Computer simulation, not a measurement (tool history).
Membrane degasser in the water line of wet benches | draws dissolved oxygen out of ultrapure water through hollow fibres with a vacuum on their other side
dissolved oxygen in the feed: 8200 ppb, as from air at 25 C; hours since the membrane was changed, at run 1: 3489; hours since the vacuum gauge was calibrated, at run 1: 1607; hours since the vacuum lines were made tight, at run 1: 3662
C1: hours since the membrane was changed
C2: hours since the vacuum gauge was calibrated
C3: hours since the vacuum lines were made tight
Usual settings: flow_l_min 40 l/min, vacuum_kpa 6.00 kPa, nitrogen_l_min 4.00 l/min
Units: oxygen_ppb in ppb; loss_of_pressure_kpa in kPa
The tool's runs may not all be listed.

{"run": 1, "hour": 0.0, "flow_l_min": 40, "vacuum_kpa": 6.0, "nitrogen_l_min": 4.0, "C1": 3489, "C2": 1607, "C3": 3662, "oxygen_ppb": 78.6, "loss_of_pressure_kpa": 41.02}
{"run": 2, "hour": 60.8, "flow_l_min": 40, "vacuum_kpa": 6.0, "nitrogen_l_min": 4.0, "C1": 3549, "C2": 1668, "C3": 3723, "oxygen_ppb": 77.9, "loss_of_pressure_kpa": 41.01}
{"run": 3, "hour": 149.2, "flow_l_min": 40, "vacuum_kpa": 6.0, "nitrogen_l_min": 8.34, "C1": 3638, "C2": 1757, "C3": 3812, "oxygen_ppb": 41.7, "loss_of_pressure_kpa": 41.44}
{"run": 4, "hour": 209.6, "flow_l_min": 40, "vacuum_kpa": 6.0, "nitrogen_l_min": 8.34, "C1": 3698, "C2": 1817, "C3": 3872, "oxygen_ppb": 43.3, "loss_of_pressure_kpa": 41.15}
{"run": 5, "hour": 270.6, "flow_l_min": 40, "vacuum_kpa": 6.0, "nitrogen_l_min": 4.0, "C1": 3759, "C2": 1878, "C3": 3933, "oxygen_ppb": 78.5, "loss_of_pressure_kpa": 41.28}
{"run": 6, "hour": 388.9, "flow_l_min": 57, "vacuum_kpa": 6.0, "nitrogen_l_min": 4.0, "C1": 3877, "C2": 1996, "C3": 4051, "oxygen_ppb": 128.7, "loss_of_pressure_kpa": 58.52}
{"run": 7, "hour": 459.9, "flow_l_min": 40, "vacuum_kpa": 6.0, "nitrogen_l_min": 4.0, "C1": 3948, "C2": 2067, "C3": 4122, "oxygen_ppb": 78.6, "loss_of_pressure_kpa": 41.2}
{"run": 8, "hour": 513.8, "flow_l_min": 40, "vacuum_kpa": 6.0, "nitrogen_l_min": 4.0, "C1": 4002, "C2": 2121, "C3": 4176, "oxygen_ppb": 78.2, "loss_of_pressure_kpa": 41.33}
{"run": 9, "hour": 581.0, "flow_l_min": 40, "vacuum_kpa": 6.0, "nitrogen_l_min": 4.0, "C1": 4070, "C2": 2188, "C3": 4243, "oxygen_ppb": 77.3, "loss_of_pressure_kpa": 41.28}
{"run": 10, "hour": 669.5, "flow_l_min": 40, "vacuum_kpa": 6.0, "nitrogen_l_min": 4.0, "C1": 4158, "C2": 2277, "C3": 4332, "oxygen_ppb": 78.7, "loss_of_pressure_kpa": 41.36}
{"run": 11, "hour": 744.7, "flow_l_min": 38, "vacuum_kpa": 6.0, "nitrogen_l_min": 4.0, "C1": 4233, "C2": 2352, "C3": 4407, "oxygen_ppb": 74.4, "loss_of_pressure_kpa": 39.61}
{"run": 12, "hour": 815.2, "flow_l_min": 38, "vacuum_kpa": 6.0, "nitrogen_l_min": 4.0, "C1": 4304, "C2": 2423, "C3": 4477, "oxygen_ppb": 74.4, "loss_of_pressure_kpa": 39.58}
{"run": 13, "hour": 888.7, "flow_l_min": 38, "vacuum_kpa": 6.0, "nitrogen_l_min": 4.0, "C1": 4377, "C2": 2496, "C3": 4551, "oxygen_ppb": 74.4, "loss_of_pressure_kpa": 39.32}
{"run": 14, "hour": 978.1, "flow_l_min": 38, "vacuum_kpa": 6.0, "nitrogen_l_min": 4.0, "C1": 4467, "C2": 2585, "C3": 4640, "oxygen_ppb": 72.9, "loss_of_pressure_kpa": 39.54}
{"run": 15, "hour": 1071.1, "flow_l_min": 38, "vacuum_kpa": 10.53, "nitrogen_l_min": 4.0, "C1": 4560, "C2": 2678, "C3": 4733, "oxygen_ppb": 171.0, "loss_of_pressure_kpa": 39.24}
{"run": 16, "hour": 1181.8, "flow_l_min": 38, "vacuum_kpa": 10.53, "nitrogen_l_min": 4.0, "C1": 4670, "C2": 2789, "C3": 4844, "oxygen_ppb": 174.6, "loss_of_pressure_kpa": 39.78}
{"run": 17, "hour": 1260.8, "flow_l_min": 38, "vacuum_kpa": 10.53, "nitrogen_l_min": 4.0, "C1": 4749, "C2": 2868, "C3": 4923, "oxygen_ppb": 172.8, "loss_of_pressure_kpa": 39.42}
{"run": 18, "hour": 1323.6, "flow_l_min": 24, "vacuum_kpa": 11.16, "nitrogen_l_min": 1.77, "C1": 4812, "C2": 2931, "C3": 4986, "oxygen_ppb": 252.4, "loss_of_pressure_kpa": 24.97}
{"run": 19, "hour": 1389.7, "flow_l_min": 25, "vacuum_kpa": 11.16, "nitrogen_l_min": 1.77, "C1": 4878, "C2": 2997, "C3": 5052, "oxygen_ppb": 261.5, "loss_of_pressure_kpa": 25.62}
{"run": 20, "hour": 1496.7, "flow_l_min": 25, "vacuum_kpa": 11.16, "nitrogen_l_min": 1.77, "C1": 4985, "C2": 3104, "C3": 5159, "oxygen_ppb": 262.8, "loss_of_pressure_kpa": 25.88}
{"run": 21, "hour": 1595.0, "flow_l_min": 25, "vacuum_kpa": 4.73, "nitrogen_l_min": 6.55, "C1": 5084, "C2": 3202, "C3": 5257, "oxygen_ppb": 17.6, "loss_of_pressure_kpa": 25.87}
{"run": 22, "hour": 1679.3, "flow_l_min": 40, "vacuum_kpa": 14.62, "nitrogen_l_min": 10.14, "C1": 5168, "C2": 3287, "C3": 5342, "oxygen_ppb": 120.2, "loss_of_pressure_kpa": 41.68}
{"run": 23, "hour": 1754.0, "flow_l_min": 26, "vacuum_kpa": 7.29, "nitrogen_l_min": 4.01, "C1": 5243, "C2": 3361, "C3": 5416, "oxygen_ppb": 69.6, "loss_of_pressure_kpa": 27.2}
{"run": 24, "hour": 1879.3, "flow_l_min": 26, "vacuum_kpa": 7.29, "nitrogen_l_min": 4.01, "C1": 5368, "C2": 3487, "C3": 5542, "oxygen_ppb": 69.0, "loss_of_pressure_kpa": 27.14}
{"run": 25, "hour": 1940.5, "flow_l_min": 34, "vacuum_kpa": 8.14, "nitrogen_l_min": 11.16, "C1": 5429, "C2": 3548, "C3": 5603, "oxygen_ppb": 43.9, "loss_of_pressure_kpa": 35.44}
{"run": 26, "hour": 2007.7, "flow_l_min": 26, "vacuum_kpa": 5.2, "nitrogen_l_min": 5.18, "C1": 5496, "C2": 3615, "C3": 5670, "oxygen_ppb": 28.6, "loss_of_pressure_kpa": 26.88}
{"run": 27, "hour": 2127.9, "flow_l_min": 40, "vacuum_kpa": 14.4, "nitrogen_l_min": 1.65, "C1": 5616, "C2": 3735, "C3": 5790, "oxygen_ppb": 584.6, "loss_of_pressure_kpa": 41.89}
{"run": 28, "hour": 2186.3, "flow_l_min": 49, "vacuum_kpa": 6.54, "nitrogen_l_min": 4.99, "C1": 5675, "C2": 3794, "C3": 5849, "oxygen_ppb": 100.6, "loss_of_pressure_kpa": 50.93}
{"run": 29, "hour": 2303.2, "flow_l_min": 25, "vacuum_kpa": 6.5, "nitrogen_l_min": 4.0, "C1": 5792, "C2": 3911, "C3": 5966, "oxygen_ppb": 54.8, "loss_of_pressure_kpa": 26.41}
{"run": 30, "hour": 2379.0, "flow_l_min": 58, "vacuum_kpa": 3.77, "nitrogen_l_min": 3.19, "C1": 5868, "C2": 3986, "C3": 6041, "oxygen_ppb": 67.4, "loss_of_pressure_kpa": 60.24}
{"run": 31, "hour": 2474.3, "flow_l_min": 39, "vacuum_kpa": 4.01, "nitrogen_l_min": 4.0, "C1": 5963, "C2": 4082, "C3": 6137, "oxygen_ppb": 33.1, "loss_of_pressure_kpa": 40.83}
{"run": 32, "hour": 2594.9, "flow_l_min": 34, "vacuum_kpa": 4.6, "nitrogen_l_min": 2.72, "C1": 6083, "C2": 4202, "C3": 6257, "oxygen_ppb": 52.5, "loss_of_pressure_kpa": 35.43}

Some steps in oxygen_ppb between neighbouring runs. How much of each would the tool show without its hidden state too (settings, what came in, random variation), and how much is left for the hidden state, with any gauge scatter that isn't in both results?
The hidden state here: membrane still open, %; true pressure behind the membrane over the reading, kPa; air that leaks in behind the membrane, l/min; drift of the gauge itself on oxygen_ppb, %; drift of the gauge itself on loss_of_pressure_kpa, %.
Run 20 -> 21: vacuum_kpa 11.16 -> 4.73, nitrogen_l_min 1.77 -> 6.55. oxygen_ppb -245.2 ppb: hidden state -6.5, all else -238.7.
Run 26 -> 27: flow_l_min 26 -> 40, vacuum_kpa 5.20 -> 14.40, nitrogen_l_min 5.18 -> 1.65. oxygen_ppb +556.0 ppb: hidden state +11.3, all else +544.7.
Run 27 -> 28: flow_l_min 40 -> 49, vacuum_kpa 14.40 -> 6.54, nitrogen_l_min 1.65 -> 4.99. oxygen_ppb -484.0 ppb: hidden state -5.8, all else -478.2.
Run 29 -> 30: flow_l_min 25 -> 58, vacuum_kpa 6.50 -> 3.77, nitrogen_l_min 4.00 -> 3.19. oxygen_ppb +12.6 ppb: hidden state +10.3, all else +2.3.
Run 30 -> 31: flow_l_min 58 -> 39, vacuum_kpa 3.77 -> 4.01, nitrogen_l_min 3.19 -> 4.00. oxygen_ppb -34.3 ppb: hidden state -7.5, all else -26.8.
